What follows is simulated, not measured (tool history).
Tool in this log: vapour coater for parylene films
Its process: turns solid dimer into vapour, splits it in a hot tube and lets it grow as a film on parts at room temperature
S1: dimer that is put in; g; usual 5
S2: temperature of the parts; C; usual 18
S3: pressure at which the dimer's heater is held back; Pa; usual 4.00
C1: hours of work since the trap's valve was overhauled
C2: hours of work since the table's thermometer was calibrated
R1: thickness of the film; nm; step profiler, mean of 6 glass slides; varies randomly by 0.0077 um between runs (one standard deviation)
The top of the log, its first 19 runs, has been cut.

run    hour  S1  S2    S3   C1   C2    R1
 20   706.2   6  16  2.75  439  660  1415
 21   728.5   3  11  7.19  452  673   760
 22   780.9   3  11  7.19  480  701   736
      792.1  -- trap's valve overhauled
 23   816.3   2  18  4.58   13  719   417
 24   838.5   2  19  6.99   25  731   358
 25   878.4   2  15  4.30   47  753   459
 26   913.4   2  15  4.30   67  772   472
 27   944.0   2  15  4.30   83  789   464
 28   979.6   5  30  2.34  103  808   640
 29  1019.6   5  30  2.34  125  830   653
 30  1060.8   5  30  2.34  147  853   636
 31  1103.8   4  27  4.00  171  876   517
 32  1137.3   4  19  4.00  189  895   775
 33  1190.7   4  19  4.00  219  924   769

The next listed run, before its measurement:
 34  1243.3   4  24  4.00  247  953   ?

Run 34 produced R1 596 nm.
On a tool with no hidden condition, and with the same random variation, this run would have come out at R1 644 nm.
